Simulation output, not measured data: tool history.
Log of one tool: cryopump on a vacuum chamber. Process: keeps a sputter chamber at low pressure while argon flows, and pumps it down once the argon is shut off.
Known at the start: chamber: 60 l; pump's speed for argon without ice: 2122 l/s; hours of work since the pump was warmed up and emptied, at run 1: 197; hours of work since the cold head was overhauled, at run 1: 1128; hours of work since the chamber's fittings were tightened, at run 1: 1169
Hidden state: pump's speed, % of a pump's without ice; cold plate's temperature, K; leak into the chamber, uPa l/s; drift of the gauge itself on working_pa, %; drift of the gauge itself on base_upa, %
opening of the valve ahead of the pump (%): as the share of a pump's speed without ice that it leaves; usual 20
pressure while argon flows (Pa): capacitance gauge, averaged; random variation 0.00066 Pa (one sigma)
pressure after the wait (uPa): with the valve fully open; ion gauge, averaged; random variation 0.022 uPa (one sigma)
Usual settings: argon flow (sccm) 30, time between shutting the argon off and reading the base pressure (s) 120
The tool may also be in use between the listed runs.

run	day	argon flow (sccm)	time between shutting the argon off and reading the base pressure (s)	opening of the valve ahead of the pump (%)	hours of work since the pump was warmed up and emptied	hours of work since the cold head was overhauled	hours of work since the chamber's fittings were tightened	pressure while argon flows (Pa)	pressure after the wait (uPa)
1	0.000	30	120	20	197	1128	1169	0.1234	1.03
2	1.892	30	120	20	227	1158	1199	0.1234	1.02
3	3.717	30	120	20	256	1187	1228	0.1245	1.08
4	4.775	30	120	20	273	1204	1245	0.1245	1.07
5	5.604	30	120	20	286	1217	1258	0.1248	1.05
6	6.833	30	120	20	306	1237	1278	0.1249	1.09
7	7.954	30	120	20	324	1255	1296	0.1256	1.07
8	9.467	30	120	20	348	1279	1320	0.1249	1.12
9	11.138	30	120	54	375	1306	1347	0.0509	1.11
10	12.462	30	120	54	396	1327	1368	0.0514	1.11
11	13.683	30	120	31	415	1347	1387	0.0851	1.15
12	15.400	22	39	31	443	1374	1415	0.0631	2.19
# day 16.562: pump warmed up, emptied and cooled again
13	16.854	14	39	31	5	1394	1435	0.0366	2.07
14	17.892	14	39	31	21	1411	1451	0.0367	2.15
15	19.075	30	32	42	40	1430	1470	0.0575	2.39
16	20.696	22	37	42	66	1456	1496	0.0428	2.19
17	22.417	22	37	42	94	1483	1524	0.0422	2.23
18	23.917	22	37	42	118	1507	1548	0.0434	2.20
19	25.229	30	143	28	139	1528	1569	0.0875	1.01
20	26.746	30	143	28	163	1552	1593	0.0885	1.05
21	28.071	23	276	23	184	1573	1614	0.0832	0.82
22	29.862	19	120	35	213	1602	1643	0.0450	1.10

Measured less the same run without the tool's hidden state. The same run-to-run variation is in both; the gauge's scatter may not be:
run	pressure while argon flows (Pa)	pressure after the wait (uPa)
1	+0.0033	+0.35
2	+0.0038	+0.36
3	+0.0043	+0.39
4	+0.0047	+0.39
5	+0.0049	+0.39
6	+0.0053	+0.41
7	+0.0056	+0.42
8	+0.0061	+0.44
9	+0.0067	+0.46
10	+0.0072	+0.47
11	+0.0076	+0.48
12	+0.0060	+0.50
13	+0.0002	+0.35
14	+0.0004	+0.36
15	+0.0009	+0.36
16	+0.0010	+0.39
17	+0.0013	+0.40
18	+0.0015	+0.40
19	+0.0024	+0.42
20	+0.0028	+0.42
21	+0.0025	+0.46
22	+0.0023	+0.46

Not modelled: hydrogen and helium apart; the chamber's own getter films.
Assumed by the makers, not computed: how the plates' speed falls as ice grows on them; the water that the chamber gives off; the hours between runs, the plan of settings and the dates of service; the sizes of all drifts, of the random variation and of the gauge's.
